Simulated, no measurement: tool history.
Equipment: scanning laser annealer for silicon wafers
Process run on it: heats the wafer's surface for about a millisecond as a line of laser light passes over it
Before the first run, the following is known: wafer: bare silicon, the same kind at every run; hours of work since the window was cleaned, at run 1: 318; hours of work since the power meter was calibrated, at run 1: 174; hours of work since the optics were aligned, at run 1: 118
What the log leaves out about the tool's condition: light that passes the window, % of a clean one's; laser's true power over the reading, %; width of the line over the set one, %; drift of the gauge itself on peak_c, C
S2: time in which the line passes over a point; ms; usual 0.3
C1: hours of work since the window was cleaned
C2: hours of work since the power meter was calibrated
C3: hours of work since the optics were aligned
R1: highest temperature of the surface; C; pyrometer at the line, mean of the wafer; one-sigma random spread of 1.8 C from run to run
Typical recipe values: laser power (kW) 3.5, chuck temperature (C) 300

Run 1, hour 0: usual settings; C1 318; C2 174; C3 118. Result: R1 1065 C.
Run 2, hour 12.5: usual settings; C1 323; C2 180; C3 123. Result: R1 1063 C.
Run 3, hour 24.8: usual settings; C1 329; C2 185; C3 129. Result: R1 1064 C.
Run 4, hour 33.1: usual settings; C1 333; C2 189; C3 132. Result: R1 1063 C.
Run 5, hour 39.2: usual settings; C1 335; C2 192; C3 135. Result: R1 1063 C.
Run 6, hour 51.4: usual settings; C1 341; C2 197; C3 141. Result: R1 1063 C.
Run 7, hour 62: usual settings; C1 345; C2 202; C3 145. Result: R1 1065 C.
Run 8, hour 68.2: usual settings; C1 348; C2 205; C3 148. Result: R1 1066 C.
Run 9, hour 83.1: usual settings; C1 355; C2 211; C3 155. Result: R1 1063 C.
Run 10, hour 95.6: usual settings but chuck temperature (C) 269; C1 360; C2 217; C3 160. Result: R1 1030 C.
Run 11, hour 107.9: usual settings but chuck temperature (C) 269; C1 366; C2 223; C3 166. Result: R1 1031 C.
Run 12, hour 117.9: usual settings but chuck temperature (C) 293; C1 370; C2 227; C3 170. Result: R1 1057 C.
Run 13, hour 130.5: usual settings but chuck temperature (C) 293; C1 376; C2 233; C3 176. Result: R1 1057 C.
Run 14, hour 140.3: usual settings but chuck temperature (C) 293; C1 380; C2 237; C3 180. Result: R1 1054 C.
At hour 149.7: window over the wafer cleaned.
Run 15, hour 149.7: usual settings but chuck temperature (C) 293; C1 0; C2 240; C3 184. Result: R1 1055 C.
Run 16, hour 160.3: usual settings but chuck temperature (C) 293; C1 5; C2 245; C3 188. Result: R1 1056 C.
Run 17, hour 168.3: usual settings but S2 0.346 ms; C1 8; C2 249; C3 192. Result: R1 1129 C.
Run 18, hour 175.3: usual settings but laser power (kW) 3.528; C1 11; C2 252; C3 195. Result: R1 1070 C.
Run 19, hour 183.8: usual settings; C1 15; C2 256; C3 199. Result: R1 1061 C.
Run 20, hour 190.5: usual settings but laser power (kW) 3.483; C1 18; C2 259; C3 202. Result: R1 1060 C.
Run 21, hour 200.1: usual settings but laser power (kW) 3.483; C1 23; C2 263; C3 206. Result: R1 1056 C.
Run 22, hour 210.1: usual settings but laser power (kW) 3.618, chuck temperature (C) 273; C1 27; C2 267; C3 211. Result: R1 1062 C.
Run 23, hour 219.3: usual settings but laser power (kW) 3.618, S2 0.236 ms, chuck temperature (C) 289; C1 31; C2 271; C3 215. Result: R1 979 C.
Run 24, hour 227: usual settings but laser power (kW) 3.737, S2 0.326 ms, chuck temperature (C) 289; C1 35; C2 275; C3 218. Result: R1 1149 C.
Run 25, hour 237.2: usual settings but laser power (kW) 3.801; C1 39; C2 279; C3 223. Result: R1 1135 C.
Run 26, hour 249.5: usual settings but laser power (kW) 3.68, S2 0.333 ms, chuck temperature (C) 310; C1 45; C2 285; C3 228. Result: R1 1164 C.
Run 27, hour 258: usual settings but laser power (kW) 3.341, S2 0.295 ms, chuck temperature (C) 336; C1 48; C2 289; C3 232. Result: R1 1053 C.
Run 28, hour 268.3: usual settings but laser power (kW) 3.424, S2 0.295 ms, chuck temperature (C) 294; C1 53; C2 293; C3 237. Result: R1 1032 C.
Run 29, hour 282.1: usual settings but laser power (kW) 3.046, S2 0.272 ms, chuck temperature (C) 281; C1 59; C2 300; C3 243. Result: R1 900 C.
Run 30, hour 291.1: usual settings but laser power (kW) 3.635; C1 63; C2 304; C3 247. Result: R1 1096 C.
Run 31, hour 304.2: usual settings but laser power (kW) 3.401, S2 0.242 ms, chuck temperature (C) 286; C1 69; C2 309; C3 253. Result: R1 939 C.
Run 32, hour 318.9: usual settings but laser power (kW) 3.401, S2 0.317 ms, chuck temperature (C) 286; C1 76; C2 316; C3 259. Result: R1 1048 C.
Run 33, hour 325.9: usual settings but laser power (kW) 3.401, S2 0.317 ms, chuck temperature (C) 286; C1 79; C2 319; C3 262. Result: R1 1051 C.
Run 34, hour 336.3: usual settings but laser power (kW) 3.401, S2 0.317 ms, chuck temperature (C) 286; C1 83; C2 324; C3 267. Result: R1 1052 C.
Run 35, hour 347.8: usual settings but laser power (kW) 3.168, S2 0.321 ms, chuck temperature (C) 272; C1 88; C2 329; C3 272. Result: R1 984 C.
Run 36, hour 356.4: usual settings but laser power (kW) 3.168, S2 0.321 ms, chuck temperature (C) 272; C1 92; C2 333; C3 276. Result: R1 984 C.
Run 37, hour 367.6: usual settings but laser power (kW) 3.168, S2 0.321 ms, chuck temperature (C) 272; C1 97; C2 338; C3 281. Result: R1 981 C.
Run 38, hour 378.4: usual settings but S2 0.334 ms; C1 102; C2 342; C3 286. Result: R1 1116 C.
Run 39, hour 385.5: usual settings but laser power (kW) 3.172, S2 0.232 ms; C1 105; C2 346; C3 289. Result: R1 889 C.
Run 40, hour 394.5: usual settings but laser power (kW) 3.172, S2 0.232 ms, chuck temperature (C) 322; C1 109; C2 350; C3 293. Result: R1 915 C.

Alternative continuations, all from the tool just after run 40; predict every row:
Run A, hour 404: usual settings but laser power (kW) 3.395, S2 0.324 ms, chuck temperature (C) 291; C1 114; C2 354; C3 297. Result: R1 ?.
Run B, hour 404: usual settings but chuck temperature (C) 286; C1 114; C2 354; C3 297. Result: R1 ?.
Run C, hour 404: usual settings but S2 0.295 ms; C1 114; C2 354; C3 297. Result: R1 ?.

run    R1
  A  1062
  B  1050
  C  1054
With the hidden condition removed and each run's random variation left untouched, the same runs would have given:
run    R1
  A  1062
  B  1050
  C  1054
